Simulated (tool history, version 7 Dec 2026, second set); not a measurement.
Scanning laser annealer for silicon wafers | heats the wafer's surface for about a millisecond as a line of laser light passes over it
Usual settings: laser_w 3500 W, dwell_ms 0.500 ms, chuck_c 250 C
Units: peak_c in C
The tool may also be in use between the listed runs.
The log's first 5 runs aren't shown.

Run 6, hour 308.7: usual settings but laser_w 3192 W. Result: peak_c 930 C.
Run 7, hour 379.6: usual settings but laser_w 3192 W. Result: peak_c 928 C.
At hour 412.2: window over the wafer cleaned.
Run 8, hour 443.7: usual settings but laser_w 3192 W. Result: peak_c 944 C.
Run 9, hour 492.3: usual settings but laser_w 3192 W. Result: peak_c 947 C.
Run 10, hour 577.3: usual settings but laser_w 3210 W. Result: peak_c 945 C.
Run 11, hour 642.9: usual settings but dwell_ms 0.368 ms. Result: peak_c 896 C.
Run 12, hour 699.6: usual settings but laser_w 3298 W. Result: peak_c 958 C.
Run 13, hour 756.7: usual settings but laser_w 3298 W. Result: peak_c 954 C.
Run 14, hour 815.5: usual settings but chuck_c 211 C. Result: peak_c 955 C.
Run 15, hour 889.8: usual settings. Result: peak_c 989 C.
Run 16, hour 939.3: usual settings but laser_w 3058 W, chuck_c 258 C. Result: peak_c 908 C.
Run 17, hour 996.1: usual settings but laser_w 3771 W, dwell_ms 0.607 ms, chuck_c 286 C. Result: peak_c 1156 C.
Run 18, hour 1055.8: usual settings but chuck_c 217 C. Result: peak_c 955 C.
Run 19, hour 1121.8: usual settings but laser_w 3485 W, chuck_c 232 C. Result: peak_c 965 C.
At hour 1161.7: window over the wafer cleaned.
Run 20, hour 1178.2: usual settings but laser_w 3181 W, dwell_ms 0.457 ms, chuck_c 229 C. Result: peak_c 888 C.
Run 21, hour 1239.2: usual settings but laser_w 3075 W, dwell_ms 0.534 ms, chuck_c 271 C. Result: peak_c 957 C.
Run 22, hour 1318.9: usual settings but laser_w 3075 W, dwell_ms 0.534 ms, chuck_c 271 C. Result: peak_c 953 C.
Run 23, hour 1391.6: usual settings but dwell_ms 0.446 ms. Result: peak_c 950 C.
Run 24, hour 1435.3: usual settings but laser_w 3735 W, dwell_ms 0.379 ms, chuck_c 238 C. Result: peak_c 924 C.
Run 25, hour 1472.8: usual settings but laser_w 2990 W, dwell_ms 0.484 ms, chuck_c 268 C. Result: peak_c 897 C.
Run 26, hour 1552.1: usual settings but laser_w 2990 W, dwell_ms 0.596 ms, chuck_c 268 C. Result: peak_c 964 C.
Run 27, hour 1635.6: usual settings but laser_w 2990 W, dwell_ms 0.596 ms, chuck_c 268 C. Result: peak_c 959 C.
Run 28, hour 1720.7: usual settings but dwell_ms 0.411 ms, chuck_c 288 C. Result: peak_c 954 C.

Run 29 comes next. What will it give?
Run 29, hour 1787.4: usual settings but laser_w 3202 W, dwell_ms 0.411 ms, chuck_c 288 C. Result: peak_c ?.

{"run 29": {"peak_c": 898}}
Without the tool's hidden state the same run would have given peak_c 933 C.
